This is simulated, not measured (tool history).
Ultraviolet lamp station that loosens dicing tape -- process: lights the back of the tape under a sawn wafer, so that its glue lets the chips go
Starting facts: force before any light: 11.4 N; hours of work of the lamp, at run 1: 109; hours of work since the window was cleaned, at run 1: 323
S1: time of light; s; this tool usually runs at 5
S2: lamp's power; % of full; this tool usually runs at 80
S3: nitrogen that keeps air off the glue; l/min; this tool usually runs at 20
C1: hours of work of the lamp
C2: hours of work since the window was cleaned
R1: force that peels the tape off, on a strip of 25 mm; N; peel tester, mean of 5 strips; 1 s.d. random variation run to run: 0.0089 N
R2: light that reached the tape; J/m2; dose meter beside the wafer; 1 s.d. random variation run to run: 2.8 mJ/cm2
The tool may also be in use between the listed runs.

run	day	S1	S2	S3	C1	C2	R1	R2
1	0	5	80	20	109	323	0.469	3490
2	0.492	5	80	20	116	329	0.467	3520
3	0.921	5	64	20	121	335	0.767	2760
4	1.212	5	64	20	125	339	0.793	2770
5	1.538	5	64	20	130	344	0.784	2750
6	1.925	6	80	20	135	349	0.298	4210
7	2.2	5	69	20	139	353	0.661	3010
8	2.654	5	69	20	145	359	0.661	3000
9	3.033	5	69	20	151	364	0.671	3000
10	3.417	5	69	20	156	370	0.702	2970
11	3.833	5	69	27	162	375	0.522	2950
12	4.233	5	69	15	167	381	0.868	3010
13	4.679	5	80	20	173	387	0.499	3440
14	4.912	5	80	29	176	390	0.352	3450
15	5.329	5	80	29	182	396	0.357	3440
16	5.812	5	80	29	189	403	0.36	3420
17	6.208	5	80	29	194	408	0.367	3470
18	6.575	5	64	29	199	413	0.628	2740
19	7.071	5	95	20	206	420	0.334	4040
20	7.4	5	81	13	211	424	0.77	3450
21	7.779	2	80	20	216	430	2.888	1380
22	7.988	10	95	11	219	432	0.165	8090
23	8.312	8	63	20	223	437	0.292	4240
24	8.65	3	65	8	228	442	3.719	1650
25	9.042	4	93	8	233	447	1.478	3150
26	9.329	2	87	31	237	451	2.015	1450
27	9.817	2	87	31	244	458	2.071	1490
28	10.204	2	61	14	249	463	4.873	1010
29	10.442	3	61	27	253	466	2.085	1540
30	10.65	4	80	14	255	469	1.231	2690
31	11.083	4	80	14	261	475	1.235	2630
32	11.475	4	80	14	267	480	1.211	2630
33	11.871	3	98	20	272	486	1.052	2470
34	12.121	3	98	20	276	489	1.109	2460
35	12.338	8	90	17	279	492	0.197	6000
36	12.546	6	71	9	281	495	1.059	3540

Branching from run 36: 4 alternative next runs. What would each branch give?
A	12.792	6	96	9	285	499	?	?
B	12.792	5	80	7	285	499	?	?
C	12.792	3	94	7	285	499	?	?
D	12.792	3	98	15	285	499	?	?

run	R1	R2
A	0.51	4710
B	1.484	3350
C	2.614	2310
D	1.393	2390
With no hidden state in the tool, these same runs would have given:
run	R1	R2
A	0.354	5510
B	1.08	3900
C	2.062	2700
D	1.009	2800
